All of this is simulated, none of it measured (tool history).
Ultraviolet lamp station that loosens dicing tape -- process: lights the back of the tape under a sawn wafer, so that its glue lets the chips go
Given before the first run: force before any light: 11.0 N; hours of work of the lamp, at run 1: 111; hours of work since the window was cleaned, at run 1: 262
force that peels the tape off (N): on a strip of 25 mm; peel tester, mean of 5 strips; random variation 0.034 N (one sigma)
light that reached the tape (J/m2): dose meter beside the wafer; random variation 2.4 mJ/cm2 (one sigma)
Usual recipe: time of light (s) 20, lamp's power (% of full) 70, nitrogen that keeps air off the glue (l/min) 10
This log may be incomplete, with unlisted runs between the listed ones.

run   hour  time of light (s)  lamp's power (% of full)  nitrogen that keeps air off the glue (l/min)  hours of work of the lamp  hours of work since the window was cleaned  force that peels the tape off (N)  light that reached the tape (J/m2)
  1      0                 20                        70                                            10                        111                                         262                              1.806                                2370
  2   24.2                 13                        70                                            10                        130                                         281                              3.385                                1490
  3   38.7                 13                        70                                            10                        141                                         292                              3.489                                1540
  4   54.3                 13                        70                                            10                        154                                         305                              3.483                                1520
  5     69                 20                        70                                            10                        165                                         316                              1.916                                2310
  6   80.9                 20                        70                                            10                        175                                         326                              1.949                                2330
  7  101.4                 20                        70                                            10                        191                                         342                              2.007                                2290
  8  113.7                 20                        70                                            10                        201                                         352                              1.988                                2300
     126.2  -- window cleaned of glue's vapour
  9  137.2                 20                        70                                            10                        219                                           9                              1.863                                2350
 10  151.3                 20                        70                                            10                        230                                          20                              1.894                                2320
 11  174.9                 20                        70                                            10                        249                                          39                              1.828                                2320
 12    196                 28                        70                                            10                        265                                          55                              0.975                                3230
 13    211                 20                        70                                            10                        277                                          67                              1.992                                2260
 14  224.9                 20                        70                                            10                        288                                          78                               1.99                                2320
 15  249.5                 35                        96                                            17                        308                                          98                              0.175                                5430
 16  262.2                 35                        96                                            17                        318                                         108                              0.182                                5420
 17  275.2                 15                        85                                            10                        328                                         118                              2.297                                2060
 18  292.4                 28                        75                                            10                        342                                         132                              0.889                                3360
 19  311.9                 20                        70                                             5                        357                                         147                               3.12                                2220
 20  324.8                 15                        99                                            12                        367                                         157                               1.59                                2370
 21  341.3                 15                        61                                            14                        380                                         170                              3.137                                1450
 22  355.4                 34                        91                                            14                        391                                         181                              0.259                                4820
 23  379.3                 34                        91                                            14                        410                                         200                              0.258                                4850
 24  392.3                 34                        91                                            14                        421                                         211                              0.269                                4840
 25  411.1                 34                        91                                            14                        436                                         225                              0.276                                4800
 26  424.5                 20                        70                                             4                        446                                         236                              3.624                                2120

For some of the steps in force that peels the tape off (N) from one run to the next: how much would appear even if the tool had no hidden state, given the settings, what came in and random variation, and how much remains for the hidden state plus any gauge scatter that the measured result and the result without hidden state don't share?
What the log doesn't record here: lamp's light, % of a new lamp's; light that the window lets through, % of a clean one's; drift of the gauge itself on peel_n, %; drift of the gauge itself on dose_mj_cm2, %.
Run 21 -> 22: time of light (s) 15 -> 34, lamp's power (% of full) 61 -> 91. force that peels the tape off (N) -2.878: hidden state -0.404, all else -2.474.
Run 25 -> 26: time of light (s) 34 -> 20, lamp's power (% of full) 91 -> 70, nitrogen that keeps air off the glue (l/min) 14 -> 4. force that peels the tape off (N) +3.348: hidden state +0.507, all else +2.841.

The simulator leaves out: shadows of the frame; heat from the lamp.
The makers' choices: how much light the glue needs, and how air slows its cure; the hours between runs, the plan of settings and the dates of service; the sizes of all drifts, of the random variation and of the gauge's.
